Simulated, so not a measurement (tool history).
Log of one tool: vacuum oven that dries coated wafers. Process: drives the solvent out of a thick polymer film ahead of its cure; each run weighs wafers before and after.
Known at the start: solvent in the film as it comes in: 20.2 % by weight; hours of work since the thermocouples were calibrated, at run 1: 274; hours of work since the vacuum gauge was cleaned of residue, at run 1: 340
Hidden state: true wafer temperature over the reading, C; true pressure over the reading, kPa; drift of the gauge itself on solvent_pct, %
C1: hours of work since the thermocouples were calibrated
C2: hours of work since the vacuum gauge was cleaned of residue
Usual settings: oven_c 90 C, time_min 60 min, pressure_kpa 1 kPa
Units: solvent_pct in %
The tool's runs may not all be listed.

{"run": 1, "hour": 0.0, "oven_c": 90, "time_min": 60, "pressure_kpa": 1, "C1": 274, "C2": 340, "solvent_pct": 2.96}
{"run": 2, "hour": 14.2, "oven_c": 93, "time_min": 60, "pressure_kpa": 1, "C1": 283, "C2": 349, "solvent_pct": 2.16}
{"run": 3, "hour": 25.5, "oven_c": 93, "time_min": 60, "pressure_kpa": 1, "C1": 291, "C2": 356, "solvent_pct": 2.06}
{"run": 4, "hour": 40.9, "oven_c": 93, "time_min": 60, "pressure_kpa": 1, "C1": 301, "C2": 366, "solvent_pct": 2.02}
{"run": 5, "hour": 58.0, "oven_c": 93, "time_min": 60, "pressure_kpa": 1, "C1": 312, "C2": 377, "solvent_pct": 2.04}
{"run": 6, "hour": 74.7, "oven_c": 93, "time_min": 60, "pressure_kpa": 1, "C1": 323, "C2": 388, "solvent_pct": 2.02}
{"run": 7, "hour": 90.0, "oven_c": 90, "time_min": 81, "pressure_kpa": 1, "C1": 332, "C2": 398, "solvent_pct": 1.81}
{"run": 8, "hour": 113.3, "oven_c": 90, "time_min": 93, "pressure_kpa": 1, "C1": 348, "C2": 413, "solvent_pct": 1.49}
{"run": 9, "hour": 133.9, "oven_c": 90, "time_min": 93, "pressure_kpa": 1, "C1": 361, "C2": 427, "solvent_pct": 1.53}
{"run": 10, "hour": 146.7, "oven_c": 90, "time_min": 93, "pressure_kpa": 1, "C1": 369, "C2": 435, "solvent_pct": 1.52}
{"run": 11, "hour": 159.3, "oven_c": 90, "time_min": 60, "pressure_kpa": 3.66, "C1": 378, "C2": 443, "solvent_pct": 4.58}
{"run": 12, "hour": 177.3, "oven_c": 90, "time_min": 60, "pressure_kpa": 1, "C1": 389, "C2": 455, "solvent_pct": 2.92}
{"run": 13, "hour": 193.2, "oven_c": 90, "time_min": 60, "pressure_kpa": 1, "C1": 400, "C2": 465, "solvent_pct": 2.83}
{"run": 14, "hour": 214.8, "oven_c": 90, "time_min": 60, "pressure_kpa": 1, "C1": 414, "C2": 479, "solvent_pct": 2.86}
{"run": 15, "hour": 235.1, "oven_c": 90, "time_min": 60, "pressure_kpa": 1, "C1": 427, "C2": 493, "solvent_pct": 2.87}
{"run": 16, "hour": 250.4, "oven_c": 90, "time_min": 60, "pressure_kpa": 1, "C1": 437, "C2": 502, "solvent_pct": 2.9}
{"run": 17, "hour": 268.5, "oven_c": 90, "time_min": 60, "pressure_kpa": 1, "C1": 448, "C2": 514, "solvent_pct": 2.8}
{"run": 18, "hour": 284.9, "oven_c": 90, "time_min": 60, "pressure_kpa": 1, "C1": 459, "C2": 525, "solvent_pct": 2.79}
{"run": 19, "hour": 298.8, "oven_c": 84, "time_min": 60, "pressure_kpa": 0.81, "C1": 468, "C2": 534, "solvent_pct": 4.79}
{"run": 20, "hour": 316.9, "oven_c": 84, "time_min": 60, "pressure_kpa": 0.81, "C1": 480, "C2": 546, "solvent_pct": 4.94}
{"run": 21, "hour": 332.1, "oven_c": 84, "time_min": 60, "pressure_kpa": 0.81, "C1": 490, "C2": 556, "solvent_pct": 4.68}

Run 22 comes next. What will it give?
{"run": 22, "hour": 355.5, "oven_c": 81, "time_min": 76, "pressure_kpa": 1, "C1": 505, "C2": 571, "solvent_pct": "?"}

{"run 22": {"solvent_pct": 4.7}}
Without the tool's hidden state the same run would have given solvent_pct 4.81 %.
